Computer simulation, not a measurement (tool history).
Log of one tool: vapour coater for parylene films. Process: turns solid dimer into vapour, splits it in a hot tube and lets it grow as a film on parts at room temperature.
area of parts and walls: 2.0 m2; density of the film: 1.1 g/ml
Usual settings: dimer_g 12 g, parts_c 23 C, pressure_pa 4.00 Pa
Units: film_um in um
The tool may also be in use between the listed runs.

{"run": 1, "day": 0.0, "dimer_g": 12, "parts_c": 23, "pressure_pa": 4.0, "film_um": 4.19}
{"run": 2, "day": 2.488, "dimer_g": 12, "parts_c": 23, "pressure_pa": 4.0, "film_um": 4.15}
{"run": 3, "day": 4.862, "dimer_g": 12, "parts_c": 23, "pressure_pa": 4.0, "film_um": 4.13}
{"run": 4, "day": 6.658, "dimer_g": 12, "parts_c": 23, "pressure_pa": 4.0, "film_um": 4.07}
{"run": 5, "day": 8.271, "dimer_g": 12, "parts_c": 23, "pressure_pa": 4.85, "film_um": 3.89}
{"run": 6, "day": 10.683, "dimer_g": 12, "parts_c": 23, "pressure_pa": 8.95, "film_um": 3.45}
{"run": 7, "day": 11.921, "dimer_g": 12, "parts_c": 23, "pressure_pa": 8.95, "film_um": 3.38}
{"run": 8, "day": 13.821, "dimer_g": 9, "parts_c": 23, "pressure_pa": 8.95, "film_um": 2.48}
{"run": 9, "day": 16.675, "dimer_g": 9, "parts_c": 21, "pressure_pa": 8.95, "film_um": 2.61}
{"run": 10, "day": 19.242, "dimer_g": 9, "parts_c": 21, "pressure_pa": 8.95, "film_um": 2.51}
{"run": 11, "day": 21.579, "dimer_g": 12, "parts_c": 23, "pressure_pa": 4.0, "film_um": 3.69}
{"day": 22.896, "done": "trap's valve overhauled"}
{"run": 12, "day": 24.421, "dimer_g": 13, "parts_c": 23, "pressure_pa": 4.0, "film_um": 3.47}
{"run": 13, "day": 25.733, "dimer_g": 12, "parts_c": 29, "pressure_pa": 4.0, "film_um": 2.78}
{"run": 14, "day": 27.108, "dimer_g": 12, "parts_c": 23, "pressure_pa": 4.0, "film_um": 3.16}
{"day": 29.675, "done": "trap's valve overhauled, once more"}
{"run": 15, "day": 29.9, "dimer_g": 12, "parts_c": 28, "pressure_pa": 4.0, "film_um": 3.79}
{"run": 16, "day": 32.371, "dimer_g": 12, "parts_c": 28, "pressure_pa": 4.0, "film_um": 3.71}
{"run": 17, "day": 34.567, "dimer_g": 11, "parts_c": 23, "pressure_pa": 4.0, "film_um": 3.75}
{"run": 18, "day": 36.975, "dimer_g": 11, "parts_c": 23, "pressure_pa": 4.0, "film_um": 3.67}
{"run": 19, "day": 39.325, "dimer_g": 11, "parts_c": 23, "pressure_pa": 4.0, "film_um": 3.66}
{"run": 20, "day": 41.746, "dimer_g": 12, "parts_c": 33, "pressure_pa": 4.0, "film_um": 3.16}
{"run": 21, "day": 42.9, "dimer_g": 12, "parts_c": 33, "pressure_pa": 4.0, "film_um": 3.19}
{"run": 22, "day": 45.042, "dimer_g": 12, "parts_c": 33, "pressure_pa": 4.0, "film_um": 3.11}
{"run": 23, "day": 47.329, "dimer_g": 12, "parts_c": 16, "pressure_pa": 4.0, "film_um": 4.36}
{"run": 24, "day": 50.042, "dimer_g": 6, "parts_c": 26, "pressure_pa": 8.17, "film_um": 1.5}
{"run": 25, "day": 51.45, "dimer_g": 7, "parts_c": 23, "pressure_pa": 5.56, "film_um": 1.95}
{"run": 26, "day": 52.646, "dimer_g": 7, "parts_c": 23, "pressure_pa": 5.56, "film_um": 1.98}
{"day": 53.104, "done": "trap's valve overhauled"}
{"run": 27, "day": 55.533, "dimer_g": 7, "parts_c": 23, "pressure_pa": 5.56, "film_um": 2.26}
{"run": 28, "day": 58.038, "dimer_g": 12, "parts_c": 32, "pressure_pa": 4.0, "film_um": 3.37}
{"run": 29, "day": 59.762, "dimer_g": 12, "parts_c": 32, "pressure_pa": 4.0, "film_um": 3.33}
{"run": 30, "day": 61.25, "dimer_g": 10, "parts_c": 19, "pressure_pa": 4.0, "film_um": 3.54}
{"run": 31, "day": 62.733, "dimer_g": 7, "parts_c": 19, "pressure_pa": 4.0, "film_um": 2.49}
{"run": 32, "day": 65.138, "dimer_g": 6, "parts_c": 31, "pressure_pa": 4.77, "film_um": 1.6}
{"day": 65.396, "done": "table's thermometer calibrated"}
{"run": 33, "day": 66.446, "dimer_g": 12, "parts_c": 20, "pressure_pa": 2.62, "film_um": 4.42}
{"run": 34, "day": 68.833, "dimer_g": 12, "parts_c": 15, "pressure_pa": 2.2, "film_um": 4.88}
{"run": 35, "day": 70.367, "dimer_g": 8, "parts_c": 23, "pressure_pa": 11.53, "film_um": 2.12}
{"run": 36, "day": 73.096, "dimer_g": 8, "parts_c": 23, "pressure_pa": 11.53, "film_um": 2.09}
{"run": 37, "day": 75.221, "dimer_g": 7, "parts_c": 25, "pressure_pa": 11.16, "film_um": 1.75}
{"day": 76.658, "done": "trap's valve overhauled"}
{"run": 38, "day": 77.925, "dimer_g": 7, "parts_c": 25, "pressure_pa": 11.16, "film_um": 1.96}
{"run": 39, "day": 79.496, "dimer_g": 7, "parts_c": 24, "pressure_pa": 11.16, "film_um": 2.02}
{"run": 40, "day": 81.525, "dimer_g": 7, "parts_c": 34, "pressure_pa": 11.16, "film_um": 1.59}
{"run": 41, "day": 83.446, "dimer_g": 14, "parts_c": 22, "pressure_pa": 10.26, "film_um": 4.05}
{"run": 42, "day": 86.288, "dimer_g": 15, "parts_c": 35, "pressure_pa": 9.12, "film_um": 3.36}
{"run": 43, "day": 88.617, "dimer_g": 20, "parts_c": 33, "pressure_pa": 4.37, "film_um": 5.19}
{"run": 44, "day": 91.433, "dimer_g": 12, "parts_c": 33, "pressure_pa": 3.6, "film_um": 3.14}
{"run": 45, "day": 94.079, "dimer_g": 12, "parts_c": 33, "pressure_pa": 3.6, "film_um": 3.11}
{"run": 46, "day": 95.933, "dimer_g": 12, "parts_c": 33, "pressure_pa": 3.6, "film_um": 3.13}

4 ways to go on from here, each from the tool as it stands after run 46. What would each give?
{"run": "A", "day": 98.479, "dimer_g": 12, "parts_c": 22, "pressure_pa": 4.0, "film_um": "?"}
{"run": "B", "day": 98.479, "dimer_g": 9, "parts_c": 21, "pressure_pa": 7.49, "film_um": "?"}
{"run": "C", "day": 98.479, "dimer_g": 12, "parts_c": 17, "pressure_pa": 4.0, "film_um": "?"}
{"run": "D", "day": 98.479, "dimer_g": 8, "parts_c": 23, "pressure_pa": 4.0, "film_um": "?"}

run=A film_um=3.68
run=B film_um=2.56
run=C film_um=4.12
run=D film_um=2.43
Without the tool's hidden state the same runs would have given:
run=A film_um=4.28
run=B film_um=2.97
run=C film_um=4.79
run=D film_um=2.83

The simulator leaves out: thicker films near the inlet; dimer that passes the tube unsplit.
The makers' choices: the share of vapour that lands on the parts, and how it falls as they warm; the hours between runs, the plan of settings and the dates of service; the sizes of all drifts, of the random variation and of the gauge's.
